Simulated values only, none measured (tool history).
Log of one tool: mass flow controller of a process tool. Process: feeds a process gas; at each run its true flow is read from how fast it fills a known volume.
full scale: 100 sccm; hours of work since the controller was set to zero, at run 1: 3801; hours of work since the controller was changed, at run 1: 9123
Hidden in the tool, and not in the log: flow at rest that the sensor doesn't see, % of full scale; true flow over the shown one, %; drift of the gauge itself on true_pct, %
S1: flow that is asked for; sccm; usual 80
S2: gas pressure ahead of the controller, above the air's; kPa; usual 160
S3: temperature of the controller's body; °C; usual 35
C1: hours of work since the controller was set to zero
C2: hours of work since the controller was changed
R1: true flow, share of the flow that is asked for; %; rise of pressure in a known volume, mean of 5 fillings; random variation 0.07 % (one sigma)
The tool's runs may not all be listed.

Run 1, hour 0: usual settings; C1 3801; C2 9123. Result: R1 102.02 %.
Run 2, hour 167.5: usual settings; C1 3929; C2 9251. Result: R1 101.97 %.
Run 3, hour 390.7: usual settings; C1 4100; C2 9422. Result: R1 102.09 %.
Run 4, hour 774.6: usual settings; C1 4393; C2 9715. Result: R1 102.44 %.
Run 5, hour 969: usual settings but S1 36 sccm; C1 4542; C2 9864. Result: R1 103.78 %.
Run 6, hour 1178.2: usual settings; C1 4702; C2 10024. Result: R1 102.47 %.
At hour 1265.5: controller's zero set anew.
Run 7, hour 1366.3: usual settings; C1 77; C2 10167. Result: R1 100.7 %.
Run 8, hour 1756.8: usual settings; C1 375; C2 10465. Result: R1 100.84 %.
Run 9, hour 1928.2: usual settings but S3 28 °C; C1 506; C2 10596. Result: R1 101.32 %.
Run 10, hour 2235.4: usual settings but S2 243 kPa; C1 741; C2 10831. Result: R1 100.36 %.
Run 11, hour 2531.5: usual settings but S2 243 kPa; C1 967; C2 11057. Result: R1 100.36 %.
Run 12, hour 2722.4: usual settings but S2 226 kPa; C1 1113; C2 11203. Result: R1 100.69 %.
Run 13, hour 3026.7: usual settings but S2 226 kPa; C1 1346; C2 11436. Result: R1 100.95 %.
Run 14, hour 3392.9: usual settings but S2 226 kPa; C1 1626; C2 11716. Result: R1 101.02 %.
Run 15, hour 3567.7: usual settings but S2 226 kPa; C1 1759; C2 11849. Result: R1 101.07 %.
Run 16, hour 3974.4: usual settings but S2 187 kPa; C1 2070; C2 12160. Result: R1 101.54 %.
Run 17, hour 4201.2: usual settings but S2 187 kPa; C1 2243; C2 12333. Result: R1 101.45 %.
Run 18, hour 4421.5: usual settings but S2 187 kPa; C1 2412; C2 12502. Result: R1 101.63 %.
Run 19, hour 4619: usual settings but S1 24 sccm; C1 2563; C2 12653. Result: R1 103.07 %.
Run 20, hour 4873.7: usual settings but S1 24 sccm; C1 2757; C2 12847. Result: R1 103.19 %.
Run 21, hour 5258.2: usual settings but S1 24 sccm; C1 3051; C2 13141. Result: R1 103.71 %.
Run 22, hour 5516.6: usual settings but S1 24 sccm, S2 239 kPa; C1 3249; C2 13339. Result: R1 103.5 %.
Run 23, hour 5885.1: usual settings but S1 24 sccm, S2 239 kPa; C1 3530; C2 13620. Result: R1 103.96 %.
Run 24, hour 6061.6: usual settings but S1 24 sccm, S2 239 kPa; C1 3665; C2 13755. Result: R1 104.31 %.
Run 25, hour 6244.8: usual settings but S1 25 sccm, S2 214 kPa; C1 3805; C2 13895. Result: R1 104.23 %.
Run 26, hour 6461.8: usual settings but S1 30 sccm, S2 208 kPa; C1 3971; C2 14061. Result: R1 103.85 %.
Run 27, hour 6725: usual settings but S1 27 sccm, S2 150 kPa, S3 31 °C; C1 4172; C2 14262. Result: R1 105.12 %.
Run 28, hour 7119.8: usual settings but S1 27 sccm, S2 150 kPa, S3 31 °C; C1 4474; C2 14564. Result: R1 105.59 %.
At hour 7372.4: controller exchanged for a calibrated one.
Run 29, hour 7372.4: usual settings but S1 27 sccm, S2 150 kPa, S3 31 °C; C1 0; C2 0. Result: R1 98.5 %.
Run 30, hour 7573.3: usual settings but S2 144 kPa, S3 36 °C; C1 154; C2 154. Result: R1 99.24 %.
Run 31, hour 7767.4: usual settings but S1 66 sccm, S2 148 kPa, S3 30 °C; C1 302; C2 302. Result: R1 99.58 %.
Run 32, hour 8180.8: usual settings but S1 66 sccm, S2 173 kPa, S3 30 °C; C1 618; C2 618. Result: R1 99.65 %.
Run 33, hour 8447.4: usual settings but S1 12 sccm, S3 25 °C; C1 821; C2 821. Result: R1 100.96 %.
Run 34, hour 8704.3: usual settings but S1 12 sccm, S3 25 °C; C1 1018; C2 1018. Result: R1 101.4 %.
Run 35, hour 8983: usual settings but S1 12 sccm, S2 197 kPa, S3 32 °C; C1 1231; C2 1231. Result: R1 101.22 %.
Run 36, hour 9183.6: usual settings but S1 12 sccm, S2 197 kPa, S3 32 °C; C1 1384; C2 1384. Result: R1 101.67 %.
Run 37, hour 9485: usual settings but S1 10 sccm, S2 169 kPa, S3 33 °C; C1 1614; C2 1614. Result: R1 103.21 %.
Run 38, hour 9793: usual settings but S1 10 sccm, S2 169 kPa, S3 33 °C; C1 1850; C2 1850. Result: R1 103.97 %.
Run 39, hour 10100.7: usual settings but S1 43 sccm, S2 184 kPa, S3 33 °C; C1 2085; C2 2085. Result: R1 100.33 %.
Run 40, hour 10378.1: usual settings but S1 53 sccm, S3 22 °C; C1 2297; C2 2297. Result: R1 101.31 %.
Run 41, hour 10695.7: usual settings but S1 53 sccm, S3 22 °C; C1 2540; C2 2540. Result: R1 101.46 %.
Run 42, hour 11038.4: usual settings but S1 32 sccm, S2 231 kPa, S3 39 °C; C1 2801; C2 2801. Result: R1 100.61 %.
Run 43, hour 11394.7: usual settings but S1 12 sccm, S3 39 °C; C1 3074; C2 3074. Result: R1 106.17 %.
Run 44, hour 11660.6: usual settings but S1 62 sccm, S2 142 kPa, S3 39 °C; C1 3277; C2 3277. Result: R1 100.85 %.
Run 45, hour 11980.5: usual settings but S1 33 sccm, S2 177 kPa; C1 3521; C2 3521. Result: R1 101.99 %.
Run 46, hour 12194.7: usual settings but S1 33 sccm, S2 177 kPa; C1 3685; C2 3685. Result: R1 102.19 %.
Run 47, hour 12577: usual settings but S1 73 sccm, S2 210 kPa, S3 32 °C; C1 3977; C2 3977. Result: R1 101.44 %.

Some steps in R1 between neighbouring runs. How much of each would the tool show without its hidden state too (settings, what came in, random variation), and how much is left for the hidden state, with any gauge scatter that isn't in both results?
Run 28 -> 29: controller exchanged for a calibrated one. R1 -7.09 %: hidden state -7.07, all else -0.02.
Run 42 -> 43: S1 32 -> 12, S2 231 -> 160. R1 +5.56 %: hidden state +5.34, all else +0.22.
Run 43 -> 44: S1 12 -> 62, S2 160 -> 142. R1 -5.32 %: hidden state -6.34, all else +1.02.
